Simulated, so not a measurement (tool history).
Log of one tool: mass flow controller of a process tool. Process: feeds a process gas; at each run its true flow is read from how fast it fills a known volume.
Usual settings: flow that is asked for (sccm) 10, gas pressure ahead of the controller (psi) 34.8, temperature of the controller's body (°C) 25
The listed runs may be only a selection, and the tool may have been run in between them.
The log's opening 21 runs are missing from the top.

run,hour,flow that is asked for (sccm),gas pressure ahead of the controller (psi),temperature of the controller's body (°C),hours of work since the controller was set to zero,hours of work since the controller was changed,true flow (%)
22,2824.4,10,34.8,25,455,5841,99.93
23,2925.2,10,34.8,25,525,5912,100.01
24,3007.6,10,34.8,25,583,5970,100.07
# hour 3041.7: controller's zero set anew, once more
25,3088.6,10,34.8,25,33,6026,98.41
26,3225.6,10,34.8,25,129,6122,98.45
27,3297,20,32.6,25,179,6172,99.18
28,3406.4,19,37.7,20,256,6249,99.03
29,3553,3,40.3,25,359,6352,98.13
30,3716.9,6,29,33,474,6467,98.33
31,3812,3,37.6,23,541,6534,98.45
32,3914.8,15,29.7,25,613,6606,98.93
33,4069.1,19,30.6,31,721,6714,98.86
34,4234.8,10,21.5,34,837,6831,98.75
35,4342.2,7,21.5,40,913,6906,98.49
36,4481.8,7,21.5,40,1011,7004,98.45
37,4570.2,6,21.5,29,1073,7066,98.91
38,4727.4,10,31.8,25,1183,7176,98.75
39,4871.5,10,31.8,25,1284,7277,98.76

Run 40 is up next; what results do you expect?
40,4978.5,10,31.8,25,1359,7352,?

true flow (%): 98.72
Were there no unlogged condition in the tool, this run, its random variation unchanged, would have produced true flow (%) 99.27.
